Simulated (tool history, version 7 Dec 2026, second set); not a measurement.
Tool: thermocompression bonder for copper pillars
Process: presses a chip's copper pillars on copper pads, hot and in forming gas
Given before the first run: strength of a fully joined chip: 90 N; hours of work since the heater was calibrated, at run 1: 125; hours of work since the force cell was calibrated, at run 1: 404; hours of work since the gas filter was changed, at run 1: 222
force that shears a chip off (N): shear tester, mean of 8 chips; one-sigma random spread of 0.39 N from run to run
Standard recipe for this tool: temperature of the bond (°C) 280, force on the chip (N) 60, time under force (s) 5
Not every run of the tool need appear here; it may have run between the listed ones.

run   hour  temperature of the bond (°C)  force on the chip (N)  time under force (s)  hours of work since the heater was calibrated  hours of work since the force cell was calibrated  hours of work since the gas filter was changed  force that shears a chip off (N)
  1      0                           280                     60                     5                                            125                                                404                                             222                              55.6
  2   22.8                           280                     60                     5                                            135                                                415                                             233                              56.2
  3   53.6                           280                     60                     5                                            149                                                428                                             247                              55.9
      57.4  -- forming gas filter changed
  4   84.4                           280                     60                     5                                            163                                                442                                              12                              55.4
  5  103.3                           280                     60                     5                                            171                                                451                                              21                              56.6
  6  137.5                           292                     60                     5                                            187                                                466                                              36                              63.1
  7  178.8                           292                     43                     5                                            205                                                485                                              55                              52.2
  8  216.4                           292                     41                     5                                            222                                                502                                              72                              51.1
  9  235.8                           252                     37                     9                                            231                                                510                                              80                              34.4
 10  272.5                           306                     43                     4                                            247                                                527                                              97                              56.3
 11  313.1                           251                     38                     3                                            266                                                545                                             115                                22
 12  331.6                           280                     58                     6                                            274                                                553                                             123                              57.6
 13  360.1                           280                     60                     5                                            287                                                566                                             136                              55.9
 14  393.1                           280                     60                     5                                            302                                                581                                             151                              56.3
 15  430.2                           280                     60                     5                                            318                                                598                                             168                              55.7

Forecast each of these 3 alternatives for the next run:
  A  465.6                           281                     60                     5                                            334                                                614                                             184                                 ?
  B  465.6                           256                     56                     5                                            334                                                614                                             184                                 ?
  C  465.6                           280                     60                    15                                            334                                                614                                             184                                 ?

run  force that shears a chip off (N)
  A                              56.5
  B                              39.9
  C                              73.4
Without the tool's unlogged condition, the same runs would have read:
run  force that shears a chip off (N)
  A                              56.8
  B                                40
  C                              73.7

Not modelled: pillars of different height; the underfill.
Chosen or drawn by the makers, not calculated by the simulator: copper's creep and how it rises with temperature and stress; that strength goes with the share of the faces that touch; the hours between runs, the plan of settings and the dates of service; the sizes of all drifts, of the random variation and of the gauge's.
